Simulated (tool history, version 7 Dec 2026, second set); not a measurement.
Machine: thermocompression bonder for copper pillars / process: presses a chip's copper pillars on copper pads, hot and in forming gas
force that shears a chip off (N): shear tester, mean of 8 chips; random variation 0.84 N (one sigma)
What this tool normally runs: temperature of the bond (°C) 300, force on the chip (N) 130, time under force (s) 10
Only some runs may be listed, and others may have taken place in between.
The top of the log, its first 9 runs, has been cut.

run    hour  temperature of the bond (°C)  force on the chip (N)  time under force (s)  hours of work since the heater was calibrated  hours of work since the force cell was calibrated  hours of work since the gas filter was changed  force that shears a chip off (N)
 10   409.8                           274                    130                    10                                           1302                                               1228                                             182                              48.4
 11   471.7                           309                    130                    10                                           1330                                               1255                                             209                              75.5
 12   505.2                           300                     90                    10                                           1345                                               1270                                             224                              47.7
 13   561.0                           300                    130                    10                                           1369                                               1295                                             249                              68.7
 14   614.5                           300                    130                    10                                           1393                                               1318                                             272                              68.1
 15   645.8                           300                    130                    10                                           1407                                               1332                                             286                              67.7
 16   673.6                           300                    130                    10                                           1419                                               1345                                             298                              66.5
 17   733.8                           300                    130                     5                                           1446                                               1371                                             325                              52.2
      750.3  -- forming gas filter changed
 18   779.2                           300                    130                     5                                           1466                                               1391                                              13                              53.9
 19   809.9                           300                    130                     5                                           1479                                               1405                                              26                              50.8
 20   841.9                           298                    130                    10                                           1494                                               1419                                              41                              66.8
 21   900.4                           298                    130                    10                                           1520                                               1445                                              67                              66.7
 22   959.5                           298                    130                    10                                           1546                                               1471                                              93                              65.4
 23  1002.1                           298                    130                    10                                           1565                                               1490                                             112                              66.5
 24  1045.4                           298                    130                    10                                           1584                                               1509                                             131                              65.8
 25  1078.8                           321                    193                    10                                           1599                                               1524                                             146                             104.3

Predict the results of run 26:
     1132.1  -- heater calibrated with a thermocouple chip
 26  1132.1                           300                    165                    10                                              0                                               1547                                             168                                 ?

{"run 26": {"force that shears a chip off (N)": 82.0}}
Without the tool's hidden state the same run would have given force that shears a chip off (N) 82.1.
